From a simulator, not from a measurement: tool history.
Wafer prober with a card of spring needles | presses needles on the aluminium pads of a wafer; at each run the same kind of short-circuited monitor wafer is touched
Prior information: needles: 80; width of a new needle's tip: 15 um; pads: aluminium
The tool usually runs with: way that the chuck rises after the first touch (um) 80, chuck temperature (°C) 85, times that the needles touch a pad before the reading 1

run	day	way that the chuck rises after the first touch (um)	chuck temperature (°C)	times that the needles touch a pad before the reading	resistance of one needle with its contact and lead (mohm)	way that a needle slides on the pad (um)
1	0	80	85	1	189	13.712
# day 0.321: tips cleaned on abrasive film
2	0.638	80	85	1	191	13.717
# day 0.888: tips cleaned on abrasive film
3	1.333	80	85	1	196	13.71
# day 1.458: tips cleaned on abrasive film
4	1.738	80	85	1	193	13.711
# day 2.017: tips cleaned on abrasive film
5	2.383	95	85	1	191	16.287
# day 2.542: tips cleaned on abrasive film
# day 2.762: height of the first contact set anew
6	2.762	80	85	2	193	13.717
7	3.05	80	85	2	194	13.714
# day 3.096: tips cleaned on abrasive film
8	3.496	80	41	1	185	13.715
# day 3.629: tips cleaned on abrasive film
9	3.904	80	41	1	187	13.714
# day 4.196: tips cleaned on abrasive film
10	4.429	80	51	1	187	13.708
# day 4.717: tips cleaned on abrasive film
11	4.808	80	85	1	196	13.716
# day 5.283: tips cleaned on abrasive film
12	5.283	80	85	1	193	13.712
# day 5.817: tips cleaned on abrasive film
13	5.9	80	85	1	192	13.708
# day 6.338: tips cleaned on abrasive film
14	6.45	80	85	1	192	13.712
15	6.762	80	85	2	195	13.715
# day 6.888: tips cleaned on abrasive film
# day 7.292: height of the first contact set anew
# day 7.433: tips cleaned on abrasive film
16	7.433	80	85	1	194	13.713
17	7.717	80	85	1	191	13.71
# day 7.983: tips cleaned on abrasive film
18	8.312	80	85	1	192	13.716
# day 8.529: tips cleaned on abrasive film
19	8.617	80	85	1	191	13.713
# day 9.1: tips cleaned on abrasive film
20	9.154	88	85	2	193	15.086
# day 9.625: tips cleaned on abrasive film
21	9.667	88	85	2	188	15.085
# day 10.15: tips cleaned on abrasive film
22	10.262	80	85	3	195	13.711
# day 10.679: tips cleaned on abrasive film
23	10.958	83	82	1	189	14.223
# day 11.233: tips cleaned on abrasive film
24	11.383	80	29	2	179	13.715
# day 11.779: tips cleaned on abrasive film
# day 11.85: height of the first contact set anew
25	11.938	80	29	2	182	13.712
# day 12.338: tips cleaned on abrasive film
26	12.592	74	29	1	182	12.687
# day 12.883: tips cleaned on abrasive film
27	13.046	84	82	2	193	14.395
# day 13.417: tips cleaned on abrasive film
28	13.542	80	82	1	191	13.71
# day 13.946: tips cleaned on abrasive film
29	14.075	80	82	1	194	13.712
30	14.371	88	114	2	198	15.084
# day 14.488: tips cleaned on abrasive film
31	14.879	88	114	2	198	15.084
# day 15.021: tips cleaned on abrasive film
32	15.433	88	114	2	198	15.08
# day 15.546: tips cleaned on abrasive film
33	15.971	69	69	1	194	11.827
# day 16.104: tips cleaned on abrasive film
# day 16.358: height of the first contact set anew
34	16.546	87	35	1	184	14.912

Below are 3 alternative next runs, each starting from the tool's condition after run 34. Predict each:
# day 16.671: tips cleaned on abrasive film
A	17.071	87	108	1	?	?
# day 16.671: tips cleaned on abrasive film
B	17.071	80	38	1	?	?
# day 16.671: tips cleaned on abrasive film
C	17.071	66	31	2	?	?

run	resistance of one needle with its contact and lead (mohm)	way that a needle slides on the pad (um)
A	194	14.913
B	183	13.714
C	184	11.311
With the hidden condition removed and each run's random variation left untouched, the same runs would have given:
run	resistance of one needle with its contact and lead (mohm)	way that a needle slides on the pad (um)
A	194	14.913
B	182	13.714
C	183	11.311
